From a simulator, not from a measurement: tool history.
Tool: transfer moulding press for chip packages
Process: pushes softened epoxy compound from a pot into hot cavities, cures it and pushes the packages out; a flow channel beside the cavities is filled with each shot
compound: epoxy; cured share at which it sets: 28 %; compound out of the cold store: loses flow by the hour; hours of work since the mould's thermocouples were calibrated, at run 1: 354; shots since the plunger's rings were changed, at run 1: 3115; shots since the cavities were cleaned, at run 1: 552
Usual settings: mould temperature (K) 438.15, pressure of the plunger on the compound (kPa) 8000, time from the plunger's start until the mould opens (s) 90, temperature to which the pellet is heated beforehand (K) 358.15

run	hour	mould temperature (K)	pressure of the plunger on the compound (kPa)	time from the plunger's start until the mould opens (s)	temperature to which the pellet is heated beforehand (K)	hours of work since the mould's thermocouples were calibrated	shots since the plunger's rings were changed	shots since the cavities were cleaned	incoming compound's hours out of the cold store	length that the compound runs in the flow channel (mm)	greatest force on the pins that push the packages out (N)
1	0.0	438.15	8000	90	358.15	354	3115	552	40.1	811	616
2	17.8	438.15	8000	90	358.15	363	3288	725	21.6	908	652
3	41.9	438.15	8000	90	358.15	375	3522	959	41.6	791	676
4	55.4	438.15	8000	90	358.15	381	3653	1090	46.4	773	682
# hour 57.9: cavities cleaned with cleaning compound and waxed
5	78.9	438.15	8000	90	358.15	392	3867	204	15.9	945	732
6	101.0	438.15	8000	90	358.15	403	4081	418	10.4	976	779
7	119.3	438.15	8000	90	358.15	412	4259	596	26.9	873	755
8	132.8	438.15	8000	90	358.15	419	4390	727	40.3	804	736
# hour 138.5: cavities cleaned with cleaning compound and waxed, once more
9	145.5	438.15	8000	90	358.15	424	4498	67	13.4	953	544
10	165.3	438.15	8000	90	367.15	434	4691	260	34.6	828	554
11	176.5	438.15	8000	90	356.15	439	4799	368	22.5	887	607
12	188.8	439.15	8000	90	358.15	445	4919	488	33.9	826	606
13	205.9	439.15	8000	90	358.15	454	5086	655	20.7	906	616
14	220.4	439.15	8000	104	358.15	461	5227	796	14.4	938	583
15	237.1	436.15	8490	83	359.15	469	5388	957	28.9	878	824
16	248.2	436.15	8490	83	359.15	474	5496	1065	45.9	785	796
# hour 252.8: cavities cleaned with cleaning compound and waxed
17	264.8	438.15	9750	90	358.15	482	5643	117	38.7	885	533
18	276.3	438.15	9750	90	358.15	487	5754	228	39.4	878	558
19	297.5	433.15	9350	109	365.15	498	5960	434	20.4	977	581
20	320.8	433.15	9890	84	367.15	509	6187	661	14.6	1035	937
21	336.8	440.15	6090	114	358.15	517	6342	816	10.5	839	601
22	349.6	440.15	6090	114	358.15	523	6466	940	45.9	652	609
# hour 362.8: plunger's sealing rings changed
23	365.6	440.15	6090	114	360.15	530	27	1071	19.2	824	631
# hour 370.1: cavities cleaned with cleaning compound and waxed
24	391.2	440.15	6090	89	351.15	542	261	205	23.3	808	538
25	411.5	438.15	8000	90	367.15	552	459	403	36.5	845	596
26	430.9	437.15	8740	76	367.15	561	647	591	37.3	882	757
27	450.8	442.15	9160	71	358.15	571	840	784	18.1	1010	788

Forecast each of these 5 alternatives for the next run:
A	471.0	438.15	8000	90	352.15	581	1036	980	47.5	?	?
B	471.0	438.15	6440	71	358.15	581	1036	980	17.2	?	?
C	471.0	441.15	9160	71	358.15	581	1036	980	14.9	?	?
D	471.0	438.15	9530	90	358.15	581	1036	980	39.6	?	?
E	471.0	442.15	6270	71	356.15	581	1036	980	35.9	?	?

run	length that the compound runs in the flow channel (mm)	greatest force on the pins that push the packages out (N)
A	780	666
B	862	1063
C	1052	864
D	903	659
E	744	798
Without the tool's hidden state the same runs would have given:
run	length that the compound runs in the flow channel (mm)	greatest force on the pins that push the packages out (N)
A	792	503
B	875	853
C	1067	683
D	916	499
E	754	622
